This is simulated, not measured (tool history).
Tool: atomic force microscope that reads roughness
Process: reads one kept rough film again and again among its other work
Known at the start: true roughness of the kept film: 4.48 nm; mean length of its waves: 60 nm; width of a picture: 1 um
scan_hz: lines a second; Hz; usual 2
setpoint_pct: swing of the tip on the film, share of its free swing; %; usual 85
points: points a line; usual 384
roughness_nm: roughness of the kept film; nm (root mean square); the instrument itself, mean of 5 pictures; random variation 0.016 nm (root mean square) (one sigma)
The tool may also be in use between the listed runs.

run	hour	scan_hz	setpoint_pct	points	roughness_nm
1	0	2	85	384	3.68
# hour 19: new tip fitted
2	20.6	2	85	384	3.827
3	32.5	2	85	384	3.767
4	53.3	2	85	384	3.567
# hour 58.9: new tip fitted
5	68.8	2	85	384	3.785
6	88.6	2	85	384	3.641
# hour 96.9: new tip fitted
7	102.1	2	85	384	3.795
8	114.9	2	85	364	3.643
9	127.6	2	85	364	3.601
# hour 135.5: new tip fitted
10	139.3	2	79	364	3.93
11	165.9	2	85	384	3.603
# hour 174.2: new tip fitted
12	186.8	2	85	384	3.757
13	198.5	2	85	384	3.617
14	210.4	1.01	85	384	3.785
# hour 212.3: new tip fitted
15	224	1.01	85	384	3.958
16	234.8	1.01	85	384	3.855
# hour 251: new tip fitted
17	259.3	2	85	384	3.797
# hour 261.4: height scale calibrated on a step standard
18	285.3	1.02	85	384	3.79
# hour 291.5: new tip fitted
19	310.5	1.02	85	384	3.883
20	327.2	0.9	85	454	3.795
# hour 331: new tip fitted
21	338.8	2.88	75	579	3.803
22	362.4	2.88	75	579	3.625
# hour 368.8: height scale calibrated on a step standard, once more
# hour 371.4: new tip fitted
23	376.9	0.8	85	384	4.104
24	399.5	2	85	687	3.651
# hour 410.2: new tip fitted
25	426.8	2	85	687	3.772
26	442.9	2	71	670	3.815
# hour 449.1: new tip fitted
27	469.4	2	71	670	3.954
28	486.5	2.83	63	670	3.808
# hour 488.8: new tip fitted
29	512.5	2	63	314	3.981
30	523.6	2	63	314	3.894
# hour 526.8: new tip fitted
31	535.3	2	63	314	4.15
32	556.7	2.25	63	314	3.909
# hour 565.6: new tip fitted
33	577	1.19	85	638	3.956
34	601.1	0.53	81	638	3.922
# hour 603.6: new tip fitted
35	617.7	0.5	81	263	4.128

Measured less the same run without the tool's hidden state. The same run-to-run variation is in both; the gauge's scatter may not be:
The hidden state here: radius of the tip, nm; height scale over the true one, %; drift of the gauge itself on roughness_nm, %.
run	roughness_nm
1	-0.213
2	-0.058
3	-0.148
4	-0.309
5	-0.113
6	-0.266
7	-0.088
8	-0.21
9	-0.317
10	-0.075
11	-0.298
12	-0.142
13	-0.234
14	-0.348
15	-0.159
16	-0.251
17	-0.112
18	-0.347
19	-0.224
20	-0.376
21	-0.138
22	-0.334
23	-0.047
24	-0.217
25	-0.146
26	-0.299
27	-0.182
28	-0.321
29	-0.219
30	-0.303
31	-0.092
32	-0.267
33	-0.124
34	-0.336
35	-0.127

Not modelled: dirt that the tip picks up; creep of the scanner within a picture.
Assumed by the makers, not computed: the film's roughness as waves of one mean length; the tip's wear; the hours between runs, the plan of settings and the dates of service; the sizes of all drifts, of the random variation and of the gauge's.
